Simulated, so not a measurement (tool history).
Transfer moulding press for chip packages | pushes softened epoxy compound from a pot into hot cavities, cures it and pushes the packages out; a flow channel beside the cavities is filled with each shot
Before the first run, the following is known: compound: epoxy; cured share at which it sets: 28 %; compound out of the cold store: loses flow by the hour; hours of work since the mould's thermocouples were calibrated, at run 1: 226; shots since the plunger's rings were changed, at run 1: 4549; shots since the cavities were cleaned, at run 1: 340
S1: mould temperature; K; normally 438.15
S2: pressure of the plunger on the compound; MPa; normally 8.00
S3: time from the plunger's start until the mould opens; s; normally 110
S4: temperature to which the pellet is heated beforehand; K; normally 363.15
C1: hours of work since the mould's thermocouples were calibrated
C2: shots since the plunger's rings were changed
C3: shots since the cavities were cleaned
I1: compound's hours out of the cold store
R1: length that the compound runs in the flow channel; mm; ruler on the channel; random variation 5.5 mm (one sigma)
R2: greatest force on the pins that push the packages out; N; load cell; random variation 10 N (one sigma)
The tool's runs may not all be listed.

run	day	S1	S2	S3	S4	C1	C2	C3	I1	R1	R2
1	0.000	438.15	8.00	110	363.15	226	4549	340	20.6	570	685
2	0.558	438.15	8.00	110	363.15	231	4640	431	14.0	601	720
# day 1.133: cavities cleaned with cleaning compound and waxed
3	1.396	438.15	8.00	102	363.15	240	4765	42	27.4	543	561
4	2.138	438.15	8.00	110	363.15	247	4885	162	38.1	504	591
5	2.938	438.15	8.00	110	363.15	256	5014	291	21.2	561	617
6	3.438	438.15	8.00	110	363.15	261	5095	372	34.6	524	674
7	3.908	438.15	8.00	110	363.15	266	5172	449	39.3	507	688
# day 4.367: cavities cleaned with cleaning compound and waxed
8	4.721	438.15	8.00	110	363.15	274	5293	57	12.8	593	544
9	5.304	438.15	8.72	110	363.15	280	5387	151	13.2	607	592
10	5.842	438.15	8.72	110	363.15	285	5474	238	26.1	565	593
# day 6.012: mould's thermocouples calibrated
11	6.671	438.15	8.72	110	363.15	7	5595	359	24.6	573	670
12	7.600	438.15	8.72	110	364.15	17	5745	509	29.7	556	733
# day 7.700: cavities cleaned with cleaning compound and waxed
13	8.171	438.15	8.72	110	364.15	22	5828	76	37.7	530	530
14	8.575	438.15	8.00	110	361.15	26	5893	141	29.1	526	600
15	9.092	438.15	8.00	110	361.15	32	5977	225	15.4	574	636
16	10.000	436.15	8.00	95	363.15	41	6124	372	40.2	499	900
17	10.592	438.15	8.00	110	355.15	47	6220	468	24.2	547	737
# day 10.825: mould's thermocouples calibrated, once more
# day 11.042: cavities cleaned with cleaning compound and waxed
18	11.412	438.15	7.23	110	363.15	5	6329	60	46.0	451	502
19	12.321	439.15	8.05	93	368.15	15	6476	207	43.3	479	703
20	13.021	435.15	8.05	99	368.15	22	6589	320	13.2	577	837
21	13.808	432.15	7.19	105	363.15	31	6717	448	40.5	475	948
# day 14.271: cavities cleaned with cleaning compound and waxed
22	14.412	438.15	8.87	110	363.15	36	6804	22	28.5	550	515
# day 14.708: plunger's sealing rings changed
23	15.275	446.15	8.68	143	357.15	44	92	145	45.2	561	533
24	15.783	444.15	8.49	137	370.15	49	174	227	33.8	600	564
25	16.742	431.15	7.50	146	365.15	59	330	383	23.9	613	672
# day 17.629: cavities cleaned with cleaning compound and waxed
26	17.738	431.15	7.50	146	365.15	69	481	18	31.5	580	505
27	18.633	431.15	6.76	131	364.15	79	626	163	19.4	588	628
28	19.117	444.15	8.00	140	362.15	84	704	241	44.4	530	575

Across each entry between runs, compare the hidden state at the last listed run before it with the hidden state at the first listed run after it:
After run 2, before run 3: cavities cleaned with cleaning compound and waxed (day 1.133)
  true mould temperature over the reading, C: -0.52 -> -0.53; pressure that reaches the compound, % of what is set: 82.37 -> 81.89; grip of the stained cavities, % over clean ones': 40.3 -> 6
  what was measured, less what the result would be without the hidden state, R1: -60 -> -56 mm; R2: +214 -> +41 N
After run 7, before run 8: cavities cleaned with cleaning compound and waxed (day 4.367)
  true mould temperature over the reading, C: -0.56 -> -0.57; pressure that reaches the compound, % of what is set: 80.38 -> 79.92; grip of the stained cavities, % over clean ones': 43.1 -> 9.1
  what was measured, less what the result would be without the hidden state, R1: -58 -> -69 mm; R2: +213 -> +53 N
After run 10, before run 11: mould's thermocouples calibrated (day 6.012)
  true mould temperature over the reading, C: -0.59 -> -1.01; pressure that reaches the compound, % of what is set: 79.23 -> 78.8; grip of the stained cavities, % over clean ones': 26.5 -> 36.4
  what was measured, less what the result would be without the hidden state, R1: -69 -> -71 mm; R2: +131 -> +189 N
After run 12, before run 13: cavities cleaned with cleaning compound and waxed (day 7.700)
  pressure that reaches the compound, % of what is set: 78.25 -> 77.95; grip of the stained cavities, % over clean ones': 47.2 -> 10.7
  what was measured, less what the result would be without the hidden state, R1: -70 -> -68 mm; R2: +246 -> +62 N
After run 17, before run 18: mould's thermocouples calibrated, once more (day 10.825); cavities cleaned with cleaning compound and waxed (day 11.042)
  true mould temperature over the reading, C: -1.06 -> -0.07; pressure that reaches the compound, % of what is set: 76.5 -> 76.09; grip of the stained cavities, % over clean ones': 45.1 -> 9.8
  what was measured, less what the result would be without the hidden state, R1: -76 -> -66 mm; R2: +243 -> +46 N
After run 21, before run 22: cavities cleaned with cleaning compound and waxed (day 14.271)
  true mould temperature over the reading, C: -0.1 -> -0.11; pressure that reaches the compound, % of what is set: 74.57 -> 74.25; grip of the stained cavities, % over clean ones': 43.9 -> 3.2
  what was measured, less what the result would be without the hidden state, R1: -75 -> -87 mm; R2: +294 -> +18 N
After run 22, before run 23: plunger's sealing rings changed (day 14.708)
  true mould temperature over the reading, C: -0.11 -> -0.12; pressure that reaches the compound, % of what is set: 74.25 -> 99.39; grip of the stained cavities, % over clean ones': 3.2 -> 17.2
  what was measured, less what the result would be without the hidden state, R1: -87 -> -2 mm; R2: +18 -> +78 N
After run 25, before run 26: cavities cleaned with cleaning compound and waxed (day 17.629)
  true mould temperature over the reading, C: -0.14 -> -0.15; pressure that reaches the compound, % of what is set: 98.44 -> 97.88; grip of the stained cavities, % over clean ones': 37.8 -> 4.9
  what was measured, less what the result would be without the hidden state, R1: -4 -> -5 mm; R2: +185 -> +25 N
